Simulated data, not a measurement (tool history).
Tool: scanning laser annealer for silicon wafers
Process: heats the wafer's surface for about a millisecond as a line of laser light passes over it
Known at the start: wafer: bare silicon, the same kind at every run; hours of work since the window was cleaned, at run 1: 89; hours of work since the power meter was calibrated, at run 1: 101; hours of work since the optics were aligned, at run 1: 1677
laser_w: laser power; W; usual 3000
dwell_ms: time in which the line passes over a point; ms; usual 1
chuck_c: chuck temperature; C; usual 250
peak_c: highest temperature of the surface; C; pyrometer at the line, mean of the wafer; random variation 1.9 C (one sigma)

run,hour,laser_w,dwell_ms,chuck_c,hours of work since the window was cleaned,hours of work since the power meter was calibrated,hours of work since the optics were aligned,peak_c
1,0,3000,1,250,89,101,1677,1076
2,15.7,3000,1,250,97,108,1685,1076
3,32.4,3000,1,250,106,117,1693,1076
4,44,3013,1,250,112,123,1699,1079
5,54.3,3000,0.83,250,117,128,1704,1000
6,65.3,3000,0.83,222,122,133,1710,974
7,74.8,3000,0.83,222,127,138,1715,971
8,91.5,3000,0.83,222,135,146,1723,973
# hour 97.8: optics aligned, line set to its width
9,116.6,3000,0.83,222,145,156,9,964
10,125.7,3000,0.83,222,150,161,14,962
11,135.4,3000,0.83,222,155,166,19,964
12,146.7,3000,1,250,160,172,24,1066
13,163.9,3000,0.8,250,169,180,33,975
14,179.2,2882,0.97,265,177,188,41,1031
15,197.7,3247,1.2,252,186,197,50,1215
# hour 205.6: optics aligned, line set to its width, once more
16,213.7,2996,0.82,285,191,203,4,1040
17,232.8,2958,1,250,201,212,14,1071
18,252.8,3000,1,224,211,222,24,1056
19,271,3000,0.87,212,220,231,33,987
20,281.1,3179,0.92,212,225,236,38,1056
21,291.9,3296,0.81,260,231,242,43,1084
22,311.5,2700,1.08,258,240,252,53,1028
23,328.9,3082,0.98,228,249,260,62,1072
24,344.1,3112,0.82,278,257,268,69,1056
25,353.4,3024,0.82,278,261,273,74,1034

Some steps in peak_c between neighbouring runs. How much of each would the tool show without its hidden state too (settings, what came in, random variation), and how much is left for the hidden state, with any gauge scatter that isn't in both results?
The hidden state here: light that passes the window, % of a clean one's; laser's true power over the reading, %; width of the line over the set one, %; drift of the gauge itself on peak_c, C.
Run 14 -> 15: laser_w 2882 -> 3247, dwell_ms 0.97 -> 1.2, chuck_c 265 -> 252. peak_c +184 C: hidden state -9, all else +193.
Run 15 -> 16: laser_w 3247 -> 2996, dwell_ms 1.2 -> 0.82, chuck_c 252 -> 285, optics aligned, line set to its width, once more. peak_c -175 C: hidden state +29, all else -204.
